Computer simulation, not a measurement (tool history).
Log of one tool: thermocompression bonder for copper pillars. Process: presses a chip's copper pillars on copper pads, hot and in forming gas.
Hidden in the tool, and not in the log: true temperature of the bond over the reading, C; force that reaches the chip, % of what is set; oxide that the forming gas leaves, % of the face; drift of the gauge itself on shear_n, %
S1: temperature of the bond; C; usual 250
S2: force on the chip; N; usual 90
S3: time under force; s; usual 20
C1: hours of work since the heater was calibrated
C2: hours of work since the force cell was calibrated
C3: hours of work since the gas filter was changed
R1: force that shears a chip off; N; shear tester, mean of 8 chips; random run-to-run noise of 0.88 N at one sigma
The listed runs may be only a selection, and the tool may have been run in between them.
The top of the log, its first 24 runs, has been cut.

run 25 hour=407 | S1=254 S2=112 S3=16 | C1=1036 C2=461 C3=212 | R1=89.2
run 26 hour=416.8 | S1=250 S2=133 S3=20 | C1=1042 C2=466 C3=217 | R1=99.3
run 27 hour=440.3 | S1=237 S2=133 S3=44 | C1=1054 C2=478 C3=230 | R1=107.3
run 28 hour=452.8 | S1=228 S2=133 S3=44 | C1=1061 C2=485 C3=237 | R1=97
run 29 hour=467.2 | S1=250 S2=122 S3=20 | C1=1068 C2=493 C3=244 | R1=93.9
run 30 hour=482.6 | S1=229 S2=124 S3=11 | C1=1077 C2=501 C3=253 | R1=61.9
run 31 hour=499.7 | S1=229 S2=124 S3=31 | C1=1086 C2=510 C3=262 | R1=86.4
run 32 hour=518 | S1=250 S2=109 S3=20 | C1=1095 C2=520 C3=271 | R1=84.5
run 33 hour=540.5 | S1=248 S2=83 S3=35 | C1=1107 C2=532 C3=283 | R1=78.7
run 34 hour=551.3 | S1=248 S2=83 S3=35 | C1=1113 C2=538 C3=289 | R1=79.8
run 35 hour=567.2 | S1=266 S2=62 S3=16 | C1=1122 C2=546 C3=298 | R1=58.1
-- hour=570.6 forming gas filter changed
run 36 hour=585.7 | S1=247 S2=71 S3=20 | C1=1131 C2=556 C3=8 | R1=62.2
run 37 hour=597.8 | S1=229 S2=90 S3=21 | C1=1138 C2=562 C3=15 | R1=62.5
run 38 hour=610.1 | S1=229 S2=90 S3=21 | C1=1144 C2=569 C3=21 | R1=60.6
run 39 hour=632.8 | S1=229 S2=90 S3=21 | C1=1156 C2=581 C3=33 | R1=63
run 40 hour=651.1 | S1=250 S2=90 S3=11 | C1=1166 C2=590 C3=43 | R1=66.6
run 41 hour=674.8 | S1=225 S2=57 S3=27 | C1=1179 C2=603 C3=56 | R1=36.7

Alternative continuations, all from the tool just after run 41; predict every row:
run A hour=689.4 | S1=242 S2=57 S3=27 | C1=1187 C2=611 C3=63 | R1=?
run B hour=689.4 | S1=240 S2=118 S3=18 | C1=1187 C2=611 C3=63 | R1=?
run C hour=689.4 | S1=254 S2=127 S3=27 | C1=1187 C2=611 C3=63 | R1=?

run=A R1=50.6
run=B R1=89.3
run=C R1=114.4
Without the tool's hidden state the same runs would have given:
run=A R1=44.3
run=B R1=81.1
run=C R1=108.5
